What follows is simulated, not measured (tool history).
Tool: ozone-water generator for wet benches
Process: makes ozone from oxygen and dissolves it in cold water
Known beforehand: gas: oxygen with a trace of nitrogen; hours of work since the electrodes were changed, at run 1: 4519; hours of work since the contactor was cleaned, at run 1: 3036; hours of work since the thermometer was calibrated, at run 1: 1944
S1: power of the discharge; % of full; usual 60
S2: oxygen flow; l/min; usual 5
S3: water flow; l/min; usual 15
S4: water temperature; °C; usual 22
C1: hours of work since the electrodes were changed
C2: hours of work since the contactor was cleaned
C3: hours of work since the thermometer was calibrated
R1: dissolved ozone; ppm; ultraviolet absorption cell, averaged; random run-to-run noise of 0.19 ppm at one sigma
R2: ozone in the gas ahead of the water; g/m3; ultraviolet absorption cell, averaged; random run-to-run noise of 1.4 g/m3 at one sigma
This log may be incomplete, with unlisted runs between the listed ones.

run,hour,S1,S2,S3,S4,C1,C2,C3,R1,R2
1,0,60,5,15,22,4519,3036,1944,27.3,259.5
2,109.7,60,5,15,22,4628,3144,2052,27.2,257.1
3,159.4,60,5,11,22,4677,3193,2102,32.9,256.7
4,271.6,60,5,11,22,4788,3305,2213,33.4,256.9
5,334.6,60,5,11,22,4850,3367,2275,33.2,256.3
6,443.4,60,5,11,22,4958,3475,2383,33,256.2
7,513.5,60,5,15,25,5027,3544,2452,25.9,256.9
8,580.4,60,5,15,25,5094,3610,2518,26,254.9
9,638.3,60,5,15,25,5151,3668,2576,25.9,254.8
10,712.6,60,5,15,25,5225,3741,2649,25.7,256.2
11,808.5,60,4.23,15,22,5320,3836,2744,26.9,273.4
12,884.2,60,8.54,15,22,5394,3911,2819,26.3,198.8
13,970.9,60,8.54,15,22,5480,3997,2905,26.4,198.5
14,1049.6,60,8.54,15,22,5558,4075,2983,26.5,195.8
15,1117.1,60,8.54,15,22,5625,4142,3050,26,197.4
16,1193.7,60,8.54,15,22,5701,4218,3126,26.9,198.6
17,1259,60,5,15,24,5766,4282,3190,25.9,252.6
18,1308.2,59,4.73,15,28,5814,4331,3239,24.4,255.6
19,1380.7,59,4.73,15,28,5886,4403,3311,24.1,254.7
20,1473,49,4.73,16,18,5977,4494,3402,25.2,233.7
# hour 1564.4: gauge calibrated
21,1566.3,95,7.84,16,18,6070,4587,3495,34.5,264.9
22,1670.2,66,5,10,22,6173,4689,3598,36.6,270.6
23,1730.9,45,4.75,15,22,6233,4750,3658,23.5,229.9
# hour 1758.3: water thermometer calibrated
24,1825.6,100,4.75,15,28,6326,4843,67,31.7,338.7
25,1933.2,88,4.75,15,30,6433,4949,173,28.8,316
26,2023.1,60,5,15,21,6522,5038,262,27.6,256.3
27,2130.4,60,5,15,21,6628,5145,368,27.7,253.6
28,2186.1,89,4.76,16,15,6683,5200,424,35.2,318.6
29,2252.8,44,4.73,15,22,6749,5266,490,23.4,223.2
30,2358.5,44,4.73,15,22,6854,5370,594,23.3,224.1
31,2426.9,44,4.73,15,22,6922,5438,662,23.1,224.3
32,2510.5,44,4.73,15,22,7004,5521,745,23.3,220.6

For each run, the measured value with the value that run would have given without the tool's hidden condition subtracted. The run-to-run variation is shared by both, the gauge scatter possibly not:
Unlogged tool condition in this case: yield of the discharge, % of new electrodes'; contactor's efficiency, % of a clean one's; true water temperature over the reading, C; drift of the gauge itself on ozone_ppm, %; drift of the gauge itself on gas_g_m3, %.
run,R2
1,-0.2
2,-0.7
3,-1
4,-1.4
5,-1.8
6,-2.2
7,-2.6
8,-2.9
9,-3.2
10,-3.5
11,-4.2
12,-3.3
13,-3.6
14,-3.9
15,-4.1
16,-4.4
17,-5.9
18,-6.3
19,-6.6
20,-6.4
21,-0.5
22,-0.9
23,-1
24,-2.2
25,-2.6
26,-2.4
27,-2.9
28,-4.1
29,-2.9
30,-3.4
31,-3.7
32,-4
R1 without the hidden state stays within 0.1 ppm of what was measured, in all runs.
